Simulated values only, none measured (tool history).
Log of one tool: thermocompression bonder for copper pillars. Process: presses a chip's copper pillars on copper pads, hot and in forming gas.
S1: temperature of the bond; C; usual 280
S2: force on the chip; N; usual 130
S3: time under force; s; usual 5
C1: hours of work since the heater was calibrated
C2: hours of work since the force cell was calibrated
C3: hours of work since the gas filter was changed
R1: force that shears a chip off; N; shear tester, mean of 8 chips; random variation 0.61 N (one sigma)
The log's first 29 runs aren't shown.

{"run": 30, "hour": 494.7, "S1": 255, "S2": 174, "S3": 14, "C1": 528, "C2": 135, "C3": 21, "R1": 62.5}
{"run": 31, "hour": 517.9, "S1": 255, "S2": 174, "S3": 14, "C1": 540, "C2": 147, "C3": 34, "R1": 62.5}
{"run": 32, "hour": 528.1, "S1": 280, "S2": 117, "S3": 10, "C1": 545, "C2": 152, "C3": 39, "R1": 55}
{"run": 33, "hour": 540.6, "S1": 257, "S2": 105, "S3": 4, "C1": 552, "C2": 159, "C3": 46, "R1": 28.5}
{"run": 34, "hour": 559.9, "S1": 255, "S2": 130, "S3": 6, "C1": 562, "C2": 169, "C3": 56, "R1": 40.3}
{"run": 35, "hour": 572.9, "S1": 255, "S2": 78, "S3": 4, "C1": 569, "C2": 176, "C3": 63, "R1": 19.2}
{"run": 36, "hour": 586.5, "S1": 263, "S2": 80, "S3": 4, "C1": 576, "C2": 183, "C3": 70, "R1": 22.4}
{"run": 37, "hour": 610.4, "S1": 280, "S2": 102, "S3": 5, "C1": 589, "C2": 196, "C3": 82, "R1": 39.5}
{"run": 38, "hour": 621.7, "S1": 289, "S2": 134, "S3": 5, "C1": 595, "C2": 202, "C3": 88, "R1": 52.9}
{"run": 39, "hour": 642.4, "S1": 276, "S2": 103, "S3": 9, "C1": 606, "C2": 213, "C3": 99, "R1": 45.3}
{"run": 40, "hour": 660.8, "S1": 264, "S2": 120, "S3": 9, "C1": 616, "C2": 222, "C3": 109, "R1": 45.1}

Forecast each of these 3 alternatives for the next run:
{"run": "A", "hour": 684.5, "S1": 258, "S2": 194, "S3": 7, "C1": 628, "C2": 235, "C3": 122, "R1": "?"}
{"run": "B", "hour": 684.5, "S1": 266, "S2": 130, "S3": 5, "C1": 628, "C2": 235, "C3": 122, "R1": "?"}
{"run": "C", "hour": 684.5, "S1": 280, "S2": 130, "S3": 12, "C1": 628, "C2": 235, "C3": 122, "R1": "?"}

run=A R1=56.2
run=B R1=39.8
run=C R1=57.2
Without the tool's hidden state the same runs would have given:
run=A R1=58.8
run=B R1=41.5
run=C R1=60.2
